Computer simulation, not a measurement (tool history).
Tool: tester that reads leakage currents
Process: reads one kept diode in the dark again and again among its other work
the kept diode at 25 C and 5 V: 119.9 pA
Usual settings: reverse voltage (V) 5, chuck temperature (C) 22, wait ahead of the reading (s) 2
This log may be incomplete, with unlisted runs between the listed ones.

run	hour	reverse voltage (V)	chuck temperature (C)	wait ahead of the reading (s)	current that the tester gives (pA)
1	0	5	22	2	109.95
# hour 45.7: probe card cleaned and baked
2	175.4	13.46	22	2	155.81
3	285	13.46	22	2	159.77
4	407	5	30	2	201.79
5	521.1	5	30	2	204.72
6	721.2	4.11	22	2	94.04
7	814.8	5	29	2	192.12
8	1008.9	18.66	22	2	217.01
9	1106.3	5	38	2	414.46
10	1304.3	4.79	32	2	250.12
11	1494.1	1.82	52	2.31	789.5
# hour 1562.4: probe card cleaned and baked
12	1625.6	5.09	40	8.88	490.14
13	1830.7	15.69	32	2.73	433.26
14	1924.3	1.74	26	0.84	92.9
15	2082.2	1.74	26	0.84	93.61
16	2183.3	5	51	2.02	1194.22
17	2293.9	1.31	40	1.91	269.74
# hour 2417.4: chuck's temperature calibrated
18	2497.7	1.31	40	1.91	242.37

4 ways to go on from here, each from the tool as it stands after run 18. What would each give?
A	2720	1.31	40	7.95	?
B	2720	5	22	1.25	?
C	2720	1.31	21	1.91	?
D	2720	11.65	21	1.91	?

run	current that the tester gives (pA)
A	247.33
B	105.55
C	48.98
D	153.45
Stripped of hidden state, with their random variation kept, the same runs would have yielded:
run	current that the tester gives (pA)
A	239.77
B	92.37
C	45.03
D	124.73
